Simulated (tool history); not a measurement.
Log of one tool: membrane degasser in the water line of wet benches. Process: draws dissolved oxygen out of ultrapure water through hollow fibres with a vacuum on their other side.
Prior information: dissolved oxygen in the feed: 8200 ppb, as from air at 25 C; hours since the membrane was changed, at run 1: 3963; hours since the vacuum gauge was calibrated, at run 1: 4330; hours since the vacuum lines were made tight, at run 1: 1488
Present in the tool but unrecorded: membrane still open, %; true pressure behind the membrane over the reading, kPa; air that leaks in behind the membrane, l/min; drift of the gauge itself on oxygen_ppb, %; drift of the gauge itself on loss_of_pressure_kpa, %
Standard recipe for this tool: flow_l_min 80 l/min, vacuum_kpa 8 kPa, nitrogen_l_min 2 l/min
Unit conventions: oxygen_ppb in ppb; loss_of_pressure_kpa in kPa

run    hour  flow_l_min  vacuum_kpa  nitrogen_l_min  hours since the membrane was changed  hours since the vacuum gauge was calibrated  hours since the vacuum lines were made tight  oxygen_ppb  loss_of_pressure_kpa
  1       0          80           8               2                                  3963                                         4330                                          1488       388.7                 70.68
  2   117.6          80           8               2                                  4080                                         4447                                          1605       389.7                 71.11
  3   208.1          80       15.77               2                                  4171                                         4538                                          1696       944.2                 71.18
  4   316.5          80       15.77               2                                  4279                                         4646                                          1804       953.5                 71.66
  5   409.4          80           8               2                                  4372                                         4739                                          1897       393.4                 71.42
  6   553.1          80           8               2                                  4516                                         4883                                          2041         395                 71.54
  7   700.7          80           8               2                                  4664                                         5030                                          2188       396.2                 71.93
  8     772          80           8               2                                  4735                                         5101                                          2260       390.2                 71.21
  9   880.4          80           8               2                                  4843                                         5210                                          2368       396.7                 71.39
 10  1016.9          80           8            0.88                                  4980                                         5346                                          2505       692.1                 71.58
 11  1104.8          80           8            0.88                                  5068                                         5434                                          2592       698.9                 71.55
 12  1187.9          80           8            0.88                                  5151                                         5517                                          2676       695.6                 71.99
 13  1335.6          80           8            3.64                                  5298                                         5665                                          2823         246                 71.39
 14  1462.3          68           8               2                                  5425                                         5792                                          2950       345.1                 60.98
 15  1557.1          68           8               2                                  5520                                         5887                                          3045       346.4                 60.67
 16  1683.8          80        9.33            4.27                                  5647                                         6013                                          3171       268.2                 71.69
 17  1766.7          89        7.96            0.94                                  5730                                         6096                                          3254       714.9                 79.98
 18    1863          89        7.96            2.32                                  5826                                         6193                                          3351       386.2                 79.91
 19  2021.4          89        7.96            2.32                                  5984                                         6351                                          3509       387.3                 79.85
 20    2168          57        7.96            1.18                                  6131                                         6498                                          3656         442                 51.21
 21  2265.9          65           8            4.34                                  6229                                         6595                                          3754       174.8                 58.82
 22  2404.1          59        5.74            1.36                                  6367                                         6734                                          3892         239                 53.31

How would selected steps in oxygen_ppb from run to run divide? Give the signed amount a tool lacking its hidden state would still show from settings, what came in and random variation, and the signed amount left for the hidden state, including any gauge scatter that is not in both of the compared results.
Run 2 -> 3: vacuum_kpa 8 -> 15.77. oxygen_ppb +554.5 ppb: hidden state -1.2, all else +555.7.
Run 4 -> 5: vacuum_kpa 15.77 -> 8. oxygen_ppb -560.1 ppb: hidden state +1.8, all else -561.9.
Run 12 -> 13: nitrogen_l_min 0.88 -> 3.64. oxygen_ppb -449.6 ppb: hidden state -18.9, all else -430.7.
Run 16 -> 17: flow_l_min 80 -> 89, vacuum_kpa 9.33 -> 7.96, nitrogen_l_min 4.27 -> 0.94. oxygen_ppb +446.7 ppb: hidden state +24.4, all else +422.3.
